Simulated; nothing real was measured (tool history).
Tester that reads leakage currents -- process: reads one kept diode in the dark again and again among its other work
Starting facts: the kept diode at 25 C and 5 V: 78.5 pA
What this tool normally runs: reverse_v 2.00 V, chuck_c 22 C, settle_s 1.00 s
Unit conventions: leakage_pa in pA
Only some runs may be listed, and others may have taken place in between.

| run | day | reverse_v | chuck_c | settle_s | leakage_pa |
|---|---|---|---|---|---|
| 1 | 0.000 | 2.00 | 22 | 1.00 | 49.67 |
| 2 | 5.646 | 2.00 | 22 | 1.00 | 50.05 |
| 3 | 10.004 | 2.00 | 22 | 1.00 | 50.92 |
| 4 | 13.775 | 2.00 | 22 | 1.00 | 51.11 |
| 5 | 17.075 | 13.30 | 22 | 1.00 | 139.24 |
|  | 20.104 | probe card cleaned and baked |
| 6 | 20.112 | 13.30 | 22 | 1.00 | 101.65 |
| 7 | 25.450 | 2.00 | 56 | 1.00 | 660.25 |
| 8 | 30.867 | 2.00 | 22 | 1.02 | 46.80 |
|  | 32.083 | chuck's temperature calibrated |
| 9 | 36.054 | 2.00 | 35 | 1.00 | 126.05 |
| 10 | 40.517 | 2.00 | 32 | 1.00 | 99.26 |
| 11 | 46.117 | 2.00 | 32 | 1.00 | 100.33 |
| 12 | 51.167 | 2.00 | 22 | 1.95 | 43.87 |
| 13 | 55.929 | 2.00 | 22 | 1.95 | 44.24 |
| 14 | 61.275 | 2.51 | 22 | 1.95 | 49.38 |
| 15 | 65.475 | 5.68 | 22 | 0.35 | 72.92 |
| 16 | 70.712 | 1.49 | 22 | 1.00 | 40.46 |
| 17 | 73.562 | 1.49 | 22 | 1.00 | 40.71 |
| 18 | 80.088 | 2.06 | 22 | 3.83 | 47.32 |
|  | 82.696 | chuck's temperature calibrated |
| 19 | 83.317 | 2.46 | 21 | 1.00 | 44.18 |
| 20 | 87.338 | 2.46 | 45 | 1.00 | 303.69 |
| 21 | 94.225 | 8.43 | 22 | 1.00 | 85.98 |

For run 22, what comes out?
| 22 | 98.850 | 3.49 | 22 | 0.44 | ? |

Run 22 gave leakage_pa 59.16 pA.
Minus the tool's unlogged condition, the same run would have read leakage_pa 53.67 pA.
